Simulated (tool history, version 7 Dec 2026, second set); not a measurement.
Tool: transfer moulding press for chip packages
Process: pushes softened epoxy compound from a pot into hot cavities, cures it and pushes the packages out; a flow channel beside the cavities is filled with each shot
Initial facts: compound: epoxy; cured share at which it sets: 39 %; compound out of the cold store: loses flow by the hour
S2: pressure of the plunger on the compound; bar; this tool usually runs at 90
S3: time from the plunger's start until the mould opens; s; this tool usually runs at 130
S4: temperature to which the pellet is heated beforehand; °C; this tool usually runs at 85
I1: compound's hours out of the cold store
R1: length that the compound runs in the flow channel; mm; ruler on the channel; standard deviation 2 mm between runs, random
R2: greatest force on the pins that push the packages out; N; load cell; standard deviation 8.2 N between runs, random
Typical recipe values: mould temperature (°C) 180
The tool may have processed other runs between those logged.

run 1 hour=0 | mould_temperature_(°C)=180 S2=90 S3=130 S4=85 | I1=30.8 | R1=753 R2=655
-- hour=22.4 cavities cleaned with cleaning compound and waxed
run 2 hour=40 | mould_temperature_(°C)=180 S2=90 S3=130 S4=94 | I1=11 | R1=784 R2=452
run 3 hour=62.8 | mould_temperature_(°C)=180 S2=90 S3=130 S4=85 | I1=14.6 | R1=779 R2=530
run 4 hour=94.7 | mould_temperature_(°C)=180 S2=90 S3=130 S4=85 | I1=26 | R1=755 R2=593
run 5 hour=116.4 | mould_temperature_(°C)=180 S2=90 S3=130 S4=85 | I1=16.3 | R1=773 R2=650
-- hour=131.6 cavities cleaned with cleaning compound and waxed
run 6 hour=152.8 | mould_temperature_(°C)=180 S2=90 S3=130 S4=85 | I1=39.1 | R1=730 R2=459
run 7 hour=175.9 | mould_temperature_(°C)=180 S2=90 S3=130 S4=85 | I1=39.8 | R1=721 R2=512
run 8 hour=220.8 | mould_temperature_(°C)=180 S2=90 S3=130 S4=85 | I1=11.7 | R1=775 R2=662
-- hour=239.9 cavities cleaned with cleaning compound and waxed
run 9 hour=256.9 | mould_temperature_(°C)=180 S2=90 S3=130 S4=85 | I1=20.3 | R1=754 R2=446
-- hour=270.2 plunger's sealing rings changed
run 10 hour=287.9 | mould_temperature_(°C)=180 S2=90 S3=132 S4=85 | I1=40.2 | R1=757 R2=521
run 11 hour=324.8 | mould_temperature_(°C)=180 S2=90 S3=132 S4=85 | I1=17.9 | R1=800 R2=615
-- hour=350.2 cavities cleaned with cleaning compound and waxed
run 12 hour=353.5 | mould_temperature_(°C)=180 S2=90 S3=131 S4=85 | I1=14.3 | R1=806 R2=388
run 13 hour=379.1 | mould_temperature_(°C)=180 S2=76.4 S3=130 S4=85 | I1=31.3 | R1=708 R2=492
run 14 hour=412.4 | mould_temperature_(°C)=180 S2=90 S3=130 S4=81 | I1=37.8 | R1=756 R2=581
run 15 hour=442.2 | mould_temperature_(°C)=180 S2=78.3 S3=130 S4=85 | I1=9.2 | R1=757 R2=621
-- hour=459.7 cavities cleaned with cleaning compound and waxed
run 16 hour=491 | mould_temperature_(°C)=180 S2=78.3 S3=130 S4=85 | I1=45.1 | R1=690 R2=496
run 17 hour=526.2 | mould_temperature_(°C)=180 S2=78.3 S3=130 S4=85 | I1=30.2 | R1=714 R2=585
run 18 hour=549.7 | mould_temperature_(°C)=185 S2=78.3 S3=122 S4=85 | I1=38.1 | R1=679 R2=588
-- hour=567.9 cavities cleaned with cleaning compound and waxed
run 19 hour=583.3 | mould_temperature_(°C)=184 S2=104.3 S3=130 S4=85 | I1=18.6 | R1=828 R2=412
run 20 hour=623.7 | mould_temperature_(°C)=173 S2=83.2 S3=163 S4=84 | I1=26.7 | R1=755 R2=561
run 21 hour=670.9 | mould_temperature_(°C)=173 S2=78.8 S3=154 S4=84 | I1=13.5 | R1=763 R2=731
-- hour=678.4 cavities cleaned with cleaning compound and waxed
run 22 hour=694.4 | mould_temperature_(°C)=177 S2=78.8 S3=159 S4=77 | I1=19.1 | R1=735 R2=415
run 23 hour=720.9 | mould_temperature_(°C)=177 S2=78.8 S3=159 S4=77 | I1=35.8 | R1=704 R2=493
run 24 hour=756 | mould_temperature_(°C)=180 S2=68.1 S3=158 S4=93 | I1=9.9 | R1=688 R2=554
-- hour=789.2 cavities cleaned with cleaning compound and waxed
run 25 hour=791.6 | mould_temperature_(°C)=180 S2=68.1 S3=158 S4=93 | I1=37.9 | R1=636 R2=338
run 26 hour=823.3 | mould_temperature_(°C)=180 S2=68.1 S3=158 S4=93 | I1=44.5 | R1=625 R2=463
run 27 hour=855 | mould_temperature_(°C)=180 S2=68.1 S3=158 S4=93 | I1=24.8 | R1=655 R2=541
-- hour=897.6 cavities cleaned with cleaning compound and waxed
run 28 hour=897.6 | mould_temperature_(°C)=180 S2=84.3 S3=111 S4=85 | I1=16.5 | R1=743 R2=457

3 ways to go on from here, each from the tool as it stands after run 28. What would each give?
run A hour=940.7 | mould_temperature_(°C)=184 S2=84.3 S3=122 S4=86 | I1=30 | R1=? R2=?
run B hour=940.7 | mould_temperature_(°C)=180 S2=105.7 S3=130 S4=85 | I1=21 | R1=? R2=?
run C hour=940.7 | mould_temperature_(°C)=180 S2=75.3 S3=111 S4=85 | I1=26.4 | R1=? R2=?

run=A R1=700 R2=513
run=B R1=822 R2=530
run=C R1=679 R2=637
Without the tool's hidden state the same runs would have given:
run=A R1=743 R2=350
run=B R1=872 R2=363
run=C R1=720 R2=428
